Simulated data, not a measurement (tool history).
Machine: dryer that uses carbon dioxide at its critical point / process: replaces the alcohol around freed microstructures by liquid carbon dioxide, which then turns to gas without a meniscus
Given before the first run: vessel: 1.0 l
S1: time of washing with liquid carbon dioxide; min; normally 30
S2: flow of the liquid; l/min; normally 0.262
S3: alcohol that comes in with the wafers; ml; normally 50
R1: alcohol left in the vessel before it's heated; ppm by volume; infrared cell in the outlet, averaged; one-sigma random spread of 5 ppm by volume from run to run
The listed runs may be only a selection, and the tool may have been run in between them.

Run 1, hour 0.0: usual settings. Result: R1 111 ppm by volume.
Run 2, hour 16.8: usual settings. Result: R1 114 ppm by volume.
Run 3, hour 31.3: usual settings but S3 112 ml. Result: R1 168 ppm by volume.
Run 4, hour 44.8: usual settings but S3 112 ml. Result: R1 178 ppm by volume.
Run 5, hour 70.6: usual settings but S3 112 ml. Result: R1 187 ppm by volume.
Run 6, hour 83.6: usual settings but S3 112 ml. Result: R1 185 ppm by volume.
Run 7, hour 101.1: usual settings but S1 20 min, S3 112 ml. Result: R1 1233 ppm by volume.
Run 8, hour 126.7: usual settings but S1 26 min. Result: R1 193 ppm by volume.
Run 9, hour 147.0: usual settings but S2 0.357 l/min. Result: R1 84 ppm by volume.
Run 10, hour 170.7: usual settings. Result: R1 140 ppm by volume.
Run 11, hour 186.0: usual settings. Result: R1 137 ppm by volume.
Run 12, hour 204.7: usual settings but S3 36 ml. Result: R1 130 ppm by volume.
Run 13, hour 230.4: usual settings but S3 36 ml. Result: R1 125 ppm by volume.
Run 14, hour 255.6: usual settings but S2 0.435 l/min. Result: R1 79 ppm by volume.
Run 15, hour 275.7: usual settings but S2 0.435 l/min. Result: R1 90 ppm by volume.
Run 16, hour 291.2: usual settings. Result: R1 154 ppm by volume.
Run 17, hour 302.4: usual settings but S2 0.226 l/min. Result: R1 248 ppm by volume.
Run 18, hour 323.7: usual settings. Result: R1 159 ppm by volume.
Run 19, hour 341.5: usual settings. Result: R1 164 ppm by volume.
Run 20, hour 359.4: usual settings. Result: R1 178 ppm by volume.
Run 21, hour 385.8: usual settings. Result: R1 173 ppm by volume.
Run 22, hour 398.8: usual settings. Result: R1 174 ppm by volume.
Run 23, hour 418.5: usual settings. Result: R1 183 ppm by volume.
Run 24, hour 436.0: usual settings but S3 74 ml. Result: R1 212 ppm by volume.
Run 25, hour 450.1: usual settings but S2 0.208 l/min. Result: R1 386 ppm by volume.
Run 26, hour 467.4: usual settings but S2 0.208 l/min. Result: R1 388 ppm by volume.
Run 27, hour 484.1: usual settings but S2 0.208 l/min. Result: R1 414 ppm by volume.
Run 28, hour 505.4: usual settings but S1 20 min, S3 77 ml. Result: R1 1204 ppm by volume.
Run 29, hour 531.6: usual settings but S1 20 min, S3 77 ml. Result: R1 1232 ppm by volume.
Run 30, hour 548.0: usual settings but S1 23 min, S2 0.164 l/min, S3 29 ml. Result: R1 1395 ppm by volume.
Run 31, hour 565.9: usual settings but S1 23 min, S2 0.190 l/min, S3 83 ml. Result: R1 2481 ppm by volume.
At hour 579.8: inlet filter changed.
Run 32, hour 582.9: usual settings but S1 23 min, S2 0.190 l/min, S3 83 ml. Result: R1 1290 ppm by volume.
Run 33, hour 594.7: usual settings but S1 34 min, S2 0.223 l/min, S3 83 ml. Result: R1 176 ppm by volume.
Run 34, hour 618.0: usual settings but S1 34 min, S2 0.223 l/min, S3 83 ml. Result: R1 181 ppm by volume.
Run 35, hour 640.7: usual settings but S1 33 min, S2 0.223 l/min, S3 38 ml. Result: R1 162 ppm by volume.
Run 36, hour 656.9: usual settings but S1 40 min, S2 0.248 l/min, S3 38 ml. Result: R1 131 ppm by volume.
Run 37, hour 676.4: usual settings but S1 44 min, S2 0.171 l/min, S3 59 ml. Result: R1 158 ppm by volume.
Run 38, hour 700.3: usual settings but S2 0.185 l/min, S3 83 ml. Result: R1 523 ppm by volume.
Run 39, hour 725.1: usual settings but S2 0.166 l/min, S3 23 ml. Result: R1 318 ppm by volume.
Run 40, hour 749.9: usual settings but S1 20 min, S2 0.226 l/min, S3 27 ml. Result: R1 531 ppm by volume.
Run 41, hour 763.0: usual settings but S1 28 min, S2 0.226 l/min, S3 57 ml. Result: R1 281 ppm by volume.
Run 42, hour 775.1: usual settings but S1 42 min, S2 0.391 l/min, S3 115 ml. Result: R1 133 ppm by volume.
Run 43, hour 793.4: usual settings but S1 42 min, S2 0.391 l/min, S3 115 ml. Result: R1 132 ppm by volume.
Run 44, hour 808.9: usual settings but S1 23 min, S2 0.305 l/min, S3 55 ml. Result: R1 226 ppm by volume.
Run 45, hour 833.9: usual settings but S3 107 ml. Result: R1 204 ppm by volume.
Run 46, hour 846.7: usual settings but S2 0.314 l/min, S3 37 ml. Result: R1 144 ppm by volume.
Run 47, hour 859.8: usual settings but S1 40 min, S2 0.318 l/min, S3 22 ml. Result: R1 135 ppm by volume.
Run 48, hour 872.5: usual settings but S1 44 min, S2 0.345 l/min, S3 25 ml. Result: R1 151 ppm by volume.

3 ways to go on from here, each from the tool as it stands after run 48. What would each give?
Run A, hour 889.3: usual settings but S1 18 min, S2 0.160 l/min, S3 20 ml. Result: R1 ?.
Run B, hour 889.3: usual settings but S1 32 min, S2 0.345 l/min, S3 23 ml. Result: R1 ?.
Run C, hour 889.3: usual settings but S1 38 min, S2 0.265 l/min, S3 41 ml. Result: R1 ?.

run    R1
  A  1541
  B   138
  C   153
Without the tool's unlogged condition, the same runs would have read:
run    R1
  A  1181
  B     0
  C    11

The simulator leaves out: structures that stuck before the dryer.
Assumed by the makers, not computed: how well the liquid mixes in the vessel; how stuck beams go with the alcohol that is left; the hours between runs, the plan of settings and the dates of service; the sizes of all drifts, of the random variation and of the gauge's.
